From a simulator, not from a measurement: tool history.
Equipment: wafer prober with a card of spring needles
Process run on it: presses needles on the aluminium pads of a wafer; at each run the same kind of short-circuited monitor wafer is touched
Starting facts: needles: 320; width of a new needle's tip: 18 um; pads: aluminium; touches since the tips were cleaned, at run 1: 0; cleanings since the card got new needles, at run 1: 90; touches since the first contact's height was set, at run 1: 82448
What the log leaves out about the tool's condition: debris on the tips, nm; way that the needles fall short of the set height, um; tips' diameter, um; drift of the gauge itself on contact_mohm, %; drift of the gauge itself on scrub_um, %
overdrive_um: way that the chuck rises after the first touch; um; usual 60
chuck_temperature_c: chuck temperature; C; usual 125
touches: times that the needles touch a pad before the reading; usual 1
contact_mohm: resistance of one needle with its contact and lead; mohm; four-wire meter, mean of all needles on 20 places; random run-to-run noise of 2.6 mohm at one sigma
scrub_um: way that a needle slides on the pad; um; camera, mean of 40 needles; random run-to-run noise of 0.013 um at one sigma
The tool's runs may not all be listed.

run	hour	overdrive_um	chuck_temperature_c	touches	touches since the tips were cleaned	cleanings since the card got new needles	touches since the first contact's height was set	contact_mohm	scrub_um
1	0.0	60	125	1	0	90	82448	305	10.22
# hour 15.0: tips cleaned on abrasive film
2	16.3	60	125	1	285	91	86188	340	10.22
# hour 30.4: tips cleaned on abrasive film
3	41.8	60	125	1	2638	92	92067	455	10.21
# hour 45.2: tips cleaned on abrasive film
4	57.7	60	125	1	2898	93	95732	463	10.20
# hour 59.9: tips cleaned on abrasive film
5	73.0	60	125	1	3026	94	99241	457	10.16
# hour 76.3: tips cleaned on abrasive film
# hour 91.6: tips cleaned on abrasive film
6	94.8	60	125	1	728	96	104236	372	10.17
# hour 107.9: tips cleaned on abrasive film
# hour 122.6: tips cleaned on abrasive film
7	127.7	60	125	1	1193	98	111809	397	10.17
# hour 136.3: tips cleaned on abrasive film
# hour 147.4: height of the first contact set anew
8	149.7	60	125	1	3030	99	546	459	10.41
# hour 153.2: tips cleaned on abrasive film
9	165.6	60	125	1	2850	100	4184	457	10.38
# hour 167.8: tips cleaned on abrasive film
# hour 182.8: tips cleaned on abrasive film
# hour 197.0: tips cleaned on abrasive film
10	200.8	60	63	1	884	103	12265	365	10.36
# hour 211.4: tips cleaned on abrasive film
11	223.7	60	63	1	2850	104	17541	460	10.37
# hour 225.3: tips cleaned on abrasive film
# hour 239.1: tips cleaned on abrasive film
12	251.4	60	71	1	2856	106	23908	461	10.37
# hour 254.8: tips cleaned on abrasive film
# hour 270.3: tips cleaned on abrasive film
13	273.3	60	71	1	696	108	28930	348	10.33
# hour 284.6: tips cleaned on abrasive film
# hour 300.4: tips cleaned on abrasive film
14	300.4	60	71	1	0	110	35145	299	10.30
# hour 314.8: tips cleaned on abrasive film
15	317.1	60	125	1	529	111	38983	357	10.31
# hour 329.2: tips cleaned on abrasive film
16	333.6	60	125	1	1008	112	42773	371	10.30
# hour 343.9: tips cleaned on abrasive film
# hour 359.4: tips cleaned on abrasive film
17	369.4	60	125	1	2312	114	51022	458	10.29
# hour 373.4: tips cleaned on abrasive film
# hour 389.7: tips cleaned on abrasive film
18	398.7	60	125	1	2094	116	57751	443	10.25
# hour 403.7: tips cleaned on abrasive film
# hour 417.7: tips cleaned on abrasive film
19	420.0	48	125	2	539	118	62639	341	8.16

Run 20 is up next; what results do you expect?
# hour 431.6: tips cleaned on abrasive film
# hour 446.8: tips cleaned on abrasive film
20	447.0	54	47	1	46	120	68835	?	?

Run 20 produced contact_mohm 305 mohm, scrub_um 9.19 um.
Minus the tool's unlogged condition, the same run would have read contact_mohm 274 mohm, scrub_um 9.36 um.

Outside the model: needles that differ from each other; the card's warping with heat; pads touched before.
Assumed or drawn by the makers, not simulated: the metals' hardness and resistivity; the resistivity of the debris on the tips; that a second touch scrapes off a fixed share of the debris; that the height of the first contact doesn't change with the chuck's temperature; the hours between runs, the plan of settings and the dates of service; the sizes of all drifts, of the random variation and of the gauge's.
